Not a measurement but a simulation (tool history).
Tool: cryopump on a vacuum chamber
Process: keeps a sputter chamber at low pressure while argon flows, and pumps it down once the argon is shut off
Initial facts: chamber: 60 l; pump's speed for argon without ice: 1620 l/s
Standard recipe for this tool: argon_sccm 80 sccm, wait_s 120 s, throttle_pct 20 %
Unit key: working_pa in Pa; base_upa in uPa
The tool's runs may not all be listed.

Run 1, hour 0: usual settings. Result: working_pa 0.4335 Pa, base_upa 0.81 uPa.
Run 2, hour 15.2: usual settings. Result: working_pa 0.4329 Pa, base_upa 0.78 uPa.
Run 3, hour 33.9: usual settings but wait_s 26 s. Result: working_pa 0.432 Pa, base_upa 2.18 uPa.
Run 4, hour 52.1: usual settings but wait_s 26 s. Result: working_pa 0.4346 Pa, base_upa 2.16 uPa.
Run 5, hour 73.5: usual settings. Result: working_pa 0.4386 Pa, base_upa 0.9 uPa.
Run 6, hour 86.6: usual settings. Result: working_pa 0.4363 Pa, base_upa 0.91 uPa.
Run 7, hour 106.6: usual settings. Result: working_pa 0.4394 Pa, base_upa 0.93 uPa.
Run 8, hour 124.9: usual settings but throttle_pct 15 %. Result: working_pa 0.5758 Pa, base_upa 0.91 uPa.
Run 9, hour 134.1: usual settings. Result: working_pa 0.4369 Pa, base_upa 0.96 uPa.
Run 10, hour 152.4: usual settings. Result: working_pa 0.4411 Pa, base_upa 1.02 uPa.
Run 11, hour 172: usual settings but argon_sccm 107 sccm. Result: working_pa 0.5839 Pa, base_upa 0.99 uPa.
Run 12, hour 183.5: usual settings but argon_sccm 107 sccm. Result: working_pa 0.589 Pa, base_upa 1.03 uPa.
Run 13, hour 196.9: usual settings but argon_sccm 107 sccm. Result: working_pa 0.587 Pa, base_upa 1.08 uPa.
Run 14, hour 214.8: usual settings but argon_sccm 107 sccm. Result: working_pa 0.5902 Pa, base_upa 1.15 uPa.
Run 15, hour 224.2: usual settings but argon_sccm 107 sccm. Result: working_pa 0.5911 Pa, base_upa 1.07 uPa.
Run 16, hour 235.3: usual settings but throttle_pct 16 %. Result: working_pa 0.5492 Pa, base_upa 1.15 uPa.
Run 17, hour 251.4: usual settings but wait_s 38 s. Result: working_pa 0.4471 Pa, base_upa 1.95 uPa.
Run 18, hour 269.5: usual settings. Result: working_pa 0.4464 Pa, base_upa 1.22 uPa.
Run 19, hour 285.5: usual settings but throttle_pct 54 %. Result: working_pa 0.1818 Pa, base_upa 1.16 uPa.
Run 20, hour 306.3: usual settings but argon_sccm 51 sccm, wait_s 192 s, throttle_pct 32 %. Result: working_pa 0.1866 Pa, base_upa 1.1 uPa.
Run 21, hour 325.1: usual settings but argon_sccm 77 sccm, wait_s 212 s, throttle_pct 51 %. Result: working_pa 0.1864 Pa, base_upa 1.11 uPa.
Run 22, hour 343: usual settings but argon_sccm 76 sccm, wait_s 21 s, throttle_pct 26 %. Result: working_pa 0.3343 Pa, base_upa 3.03 uPa.
Run 23, hour 358.8: usual settings but argon_sccm 76 sccm, wait_s 24 s, throttle_pct 26 %. Result: working_pa 0.3345 Pa, base_upa 2.7 uPa.
Run 24, hour 379.8: usual settings but argon_sccm 149 sccm, wait_s 24 s, throttle_pct 18 %. Result: working_pa 0.9224 Pa, base_upa 2.81 uPa.
At hour 399.3: pump warmed up, emptied and cooled again.
Run 25, hour 401.7: usual settings but argon_sccm 116 sccm, wait_s 64 s, throttle_pct 41 %. Result: working_pa 0.2963 Pa, base_upa 1.42 uPa.
Run 26, hour 416.5: usual settings but argon_sccm 156 sccm, wait_s 297 s, throttle_pct 41 %. Result: working_pa 0.4016 Pa, base_upa 0.86 uPa.
Run 27, hour 437.6: usual settings but argon_sccm 117 sccm, wait_s 271 s, throttle_pct 41 %. Result: working_pa 0.3005 Pa, base_upa 0.99 uPa.
Run 28, hour 452.9: usual settings but argon_sccm 107 sccm, wait_s 73 s, throttle_pct 15 %. Result: working_pa 0.7472 Pa, base_upa 1.38 uPa.
Run 29, hour 464.5: usual settings but argon_sccm 78 sccm. Result: working_pa 0.4106 Pa, base_upa 1.11 uPa.
Run 30, hour 482.6: usual settings but argon_sccm 34 sccm, throttle_pct 58 %. Result: working_pa 0.062 Pa, base_upa 1.15 uPa.
Run 31, hour 497.7: usual settings but argon_sccm 34 sccm, wait_s 52 s, throttle_pct 30 %. Result: working_pa 0.1194 Pa, base_upa 1.65 uPa.
Run 32, hour 507: usual settings but argon_sccm 34 sccm, wait_s 52 s, throttle_pct 30 %. Result: working_pa 0.12 Pa, base_upa 1.74 uPa.
Run 33, hour 518.6: usual settings but argon_sccm 43 sccm. Result: working_pa 0.2264 Pa, base_upa 1.22 uPa.
Run 34, hour 530.9: usual settings but argon_sccm 37 sccm, wait_s 253 s, throttle_pct 33 %. Result: working_pa 0.1184 Pa, base_upa 1.05 uPa.
Run 35, hour 545: usual settings but argon_sccm 44 sccm, wait_s 85 s. Result: working_pa 0.2322 Pa, base_upa 1.42 uPa.

Here are 3 independent what-if runs from the current tool condition. What would each one return?
Run A, hour 562.4: usual settings but argon_sccm 37 sccm, wait_s 33 s, throttle_pct 28 %. Result: working_pa ?, base_upa ?.
Run B, hour 562.4: usual settings but argon_sccm 75 sccm, wait_s 85 s. Result: working_pa ?, base_upa ?.
Run C, hour 562.4: usual settings but wait_s 262 s. Result: working_pa ?, base_upa ?.

run  working_pa  base_upa
  A      0.1391      2.26
  B      0.3938      1.43
  C       0.427      1.09
Without the tool's hidden state the same runs would have given:
run  working_pa  base_upa
  A      0.1367      1.53
  B       0.389      0.71
  C      0.4218      0.36
